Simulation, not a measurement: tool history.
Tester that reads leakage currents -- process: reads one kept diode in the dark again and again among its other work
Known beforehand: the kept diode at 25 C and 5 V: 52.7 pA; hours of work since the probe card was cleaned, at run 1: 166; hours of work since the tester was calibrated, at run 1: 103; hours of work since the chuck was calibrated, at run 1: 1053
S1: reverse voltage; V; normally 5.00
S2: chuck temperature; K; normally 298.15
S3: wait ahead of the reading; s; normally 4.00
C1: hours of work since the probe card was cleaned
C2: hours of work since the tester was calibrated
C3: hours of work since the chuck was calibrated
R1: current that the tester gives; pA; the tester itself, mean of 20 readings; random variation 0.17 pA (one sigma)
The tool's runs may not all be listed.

| run | day | S1 | S2 | S3 | C1 | C2 | C3 | R1 |
|---|---|---|---|---|---|---|---|---|
| 1 | 0.000 | 5.00 | 298.15 | 4.00 | 166 | 103 | 1053 | 59.83 |
| 2 | 1.479 | 2.32 | 298.15 | 4.00 | 190 | 127 | 1077 | 39.39 |
| 3 | 2.896 | 5.00 | 298.15 | 4.00 | 212 | 149 | 1099 | 60.10 |
| 4 | 3.829 | 5.00 | 298.15 | 4.00 | 227 | 164 | 1114 | 59.86 |
| 5 | 4.967 | 5.00 | 298.15 | 4.00 | 245 | 182 | 1132 | 60.11 |
| 6 | 6.033 | 1.99 | 298.15 | 4.00 | 262 | 199 | 1149 | 36.83 |
| 7 | 6.925 | 12.25 | 308.15 | 2.75 | 277 | 213 | 1164 | 215.35 |
| 8 | 7.958 | 5.00 | 315.15 | 6.26 | 293 | 230 | 1180 | 227.01 |
| 9 | 9.192 | 4.32 | 329.15 | 2.08 | 313 | 249 | 1200 | 564.79 |
| 10 | 10.012 | 17.90 | 308.15 | 7.56 | 326 | 262 | 1213 | 264.56 |
| 11 | 11.342 | 17.90 | 316.15 | 3.91 | 347 | 283 | 1234 | 482.49 |
| 12 | 12.550 | 17.90 | 316.15 | 3.91 | 366 | 303 | 1253 | 484.90 |

Here are 4 independent what-if runs from the current tool condition. What would each one return?
|  | 13.104 | chuck's temperature calibrated |
| A | 13.421 | 10.35 | 324.15 | 4.00 | 379 | 315 | 5 | ? |
|  | 13.104 | chuck's temperature calibrated |
| B | 13.421 | 7.01 | 294.15 | 4.00 | 379 | 315 | 5 | ? |
|  | 13.104 | chuck's temperature calibrated |
| C | 13.421 | 9.22 | 312.15 | 9.75 | 379 | 315 | 5 | ? |
|  | 13.104 | chuck's temperature calibrated |
| D | 13.421 | 6.84 | 320.15 | 7.48 | 379 | 315 | 5 | ? |

| run | R1 |
|---|---|
| A | 573.72 |
| B | 46.97 |
| C | 223.89 |
| D | 345.65 |
Without the tool's hidden state the same runs would have given:
| run | R1 |
|---|---|
| A | 571.16 |
| B | 46.20 |
| C | 222.43 |
| D | 344.06 |

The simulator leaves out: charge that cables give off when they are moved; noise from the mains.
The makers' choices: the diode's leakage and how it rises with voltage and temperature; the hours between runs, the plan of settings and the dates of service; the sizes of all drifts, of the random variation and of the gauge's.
